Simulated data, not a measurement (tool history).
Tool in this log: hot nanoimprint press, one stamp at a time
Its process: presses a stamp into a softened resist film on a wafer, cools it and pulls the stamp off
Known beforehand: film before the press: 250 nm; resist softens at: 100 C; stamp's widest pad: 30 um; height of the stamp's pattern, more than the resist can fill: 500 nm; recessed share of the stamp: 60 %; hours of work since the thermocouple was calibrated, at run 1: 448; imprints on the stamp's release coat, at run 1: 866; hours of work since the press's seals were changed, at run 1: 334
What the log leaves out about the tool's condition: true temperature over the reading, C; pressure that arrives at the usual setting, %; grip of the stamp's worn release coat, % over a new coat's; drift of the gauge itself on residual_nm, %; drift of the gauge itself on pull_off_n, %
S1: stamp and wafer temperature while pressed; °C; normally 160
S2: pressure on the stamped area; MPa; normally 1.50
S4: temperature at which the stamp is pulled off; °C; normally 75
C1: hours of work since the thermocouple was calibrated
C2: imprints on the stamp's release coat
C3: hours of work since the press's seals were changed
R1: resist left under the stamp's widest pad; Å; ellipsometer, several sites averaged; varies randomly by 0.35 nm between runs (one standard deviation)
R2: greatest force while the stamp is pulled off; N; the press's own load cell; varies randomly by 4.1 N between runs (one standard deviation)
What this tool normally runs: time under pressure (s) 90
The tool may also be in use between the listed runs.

Run 1, hour 0.0: usual settings; C1 448; C2 866; C3 334. Result: R1 1206 Å, R2 199 N.
Run 2, hour 11.4: usual settings but S2 1.41 MPa; C1 453; C2 883; C3 339. Result: R1 1252 Å, R2 196 N.
Run 3, hour 18.3: usual settings but S2 1.41 MPa; C1 457; C2 893; C3 342. Result: R1 1251 Å, R2 194 N.
Run 4, hour 29.6: usual settings but S2 1.23 MPa; C1 462; C2 910; C3 348. Result: R1 1344 Å, R2 198 N.
Run 5, hour 38.3: usual settings but S2 1.23 MPa; C1 466; C2 923; C3 352. Result: R1 1345 Å, R2 196 N.
Run 6, hour 49.9: usual settings but S2 1.21 MPa; C1 472; C2 940; C3 357. Result: R1 1356 Å, R2 195 N.
Run 7, hour 56.3: usual settings but S2 1.21 MPa; C1 475; C2 950; C3 360. Result: R1 1346 Å, R2 200 N.
Run 8, hour 65.4: usual settings; C1 479; C2 963; C3 365. Result: R1 1212 Å, R2 200 N.
Run 9, hour 74.9: usual settings; C1 484; C2 977; C3 369. Result: R1 1209 Å, R2 201 N.
Run 10, hour 81.6: usual settings; C1 487; C2 987; C3 373. Result: R1 1207 Å, R2 199 N.
Run 11, hour 95.1: usual settings but S2 1.68 MPa; C1 493; C2 1007; C3 379. Result: R1 1139 Å, R2 197 N.
Run 12, hour 108.0: usual settings but S1 157 °C; C1 499; C2 1026; C3 385. Result: R1 1333 Å, R2 196 N.
Run 13, hour 121.5: usual settings but S1 165 °C; C1 506; C2 1047; C3 392. Result: R1 1023 Å, R2 198 N.
Run 14, hour 127.8: usual settings but S1 150 °C; C1 509; C2 1056; C3 395. Result: R1 1691 Å, R2 194 N.
At hour 138.0: plate thermocouple calibrated.
Run 15, hour 138.7: usual settings but S4 62 °C; C1 0; C2 1068; C3 398. Result: R1 1201 Å, R2 226 N.
Run 16, hour 153.6: usual settings but S2 1.31 MPa; C1 7; C2 1090; C3 405. Result: R1 1297 Å, R2 204 N.
Run 17, hour 160.3: usual settings but S2 1.11 MPa, time under pressure (s) 91; C1 11; C2 1100; C3 409. Result: R1 1406 Å, R2 195 N.
Run 18, hour 172.5: usual settings but S2 2.11 MPa, time under pressure (s) 51; C1 16; C2 1118; C3 414. Result: R1 1207 Å, R2 196 N.
Run 19, hour 182.0: usual settings but S2 1.21 MPa; C1 21; C2 1132; C3 419. Result: R1 1347 Å, R2 199 N.
Run 20, hour 195.8: usual settings but S2 1.21 MPa; C1 28; C2 1153; C3 426. Result: R1 1351 Å, R2 197 N.
Run 21, hour 208.7: usual settings but S2 1.21 MPa; C1 34; C2 1172; C3 432. Result: R1 1356 Å, R2 197 N.
Run 22, hour 222.2: usual settings but S2 1.21 MPa; C1 40; C2 1192; C3 438. Result: R1 1347 Å, R2 193 N.
Run 23, hour 235.4: usual settings but S2 1.21 MPa; C1 46; C2 1212; C3 444. Result: R1 1352 Å, R2 196 N.
Run 24, hour 249.7: usual settings but S2 1.21 MPa; C1 53; C2 1233; C3 451. Result: R1 1349 Å, R2 210 N.
Run 25, hour 260.1: usual settings but S2 1.21 MPa; C1 58; C2 1249; C3 456. Result: R1 1353 Å, R2 191 N.
Run 26, hour 266.2: usual settings but S1 157 °C, S2 1.79 MPa, time under pressure (s) 57, S4 74 °C; C1 61; C2 1258; C3 459. Result: R1 1402 Å, R2 200 N.
Run 27, hour 279.0: usual settings but S1 157 °C, S2 1.79 MPa, time under pressure (s) 57, S4 74 °C; C1 67; C2 1277; C3 465. Result: R1 1405 Å, R2 203 N.
Run 28, hour 291.7: usual settings but S1 152 °C, S4 66 °C; C1 73; C2 1296; C3 471. Result: R1 1581 Å, R2 221 N.
Run 29, hour 305.5: usual settings but S1 167 °C, S2 1.22 MPa, time under pressure (s) 58; C1 80; C2 1316; C3 478. Result: R1 1238 Å, R2 197 N.
Run 30, hour 313.2: usual settings but S1 168 °C, S2 1.89 MPa, time under pressure (s) 45, S4 74 °C; C1 84; C2 1328; C3 482. Result: R1 1034 Å, R2 208 N.

Here are 4 independent what-if runs from the current tool condition. What would each one return?
Run A, hour 325.2: usual settings but S2 1.01 MPa; C1 89; C2 1346; C3 487. Result: R1 ?, R2 ?.
Run B, hour 325.2: usual settings but S1 168 °C, S2 1.85 MPa, time under pressure (s) 45, S4 74 °C; C1 89; C2 1346; C3 487. Result: R1 ?, R2 ?.
Run C, hour 325.2: usual settings but time under pressure (s) 57; C1 89; C2 1346; C3 487. Result: R1 ?, R2 ?.
Run D, hour 325.2: usual settings but S1 157 °C, time under pressure (s) 78, S4 73 °C; C1 89; C2 1346; C3 487. Result: R1 ?, R2 ?.

run    R1   R2
  A  1475  196
  B  1039  202
  C  1385  198
  D  1402  199
With no hidden state in the tool, these same runs would have given:
run    R1   R2
  A  1475  195
  B  1038  201
  C  1384  197
  D  1401  197
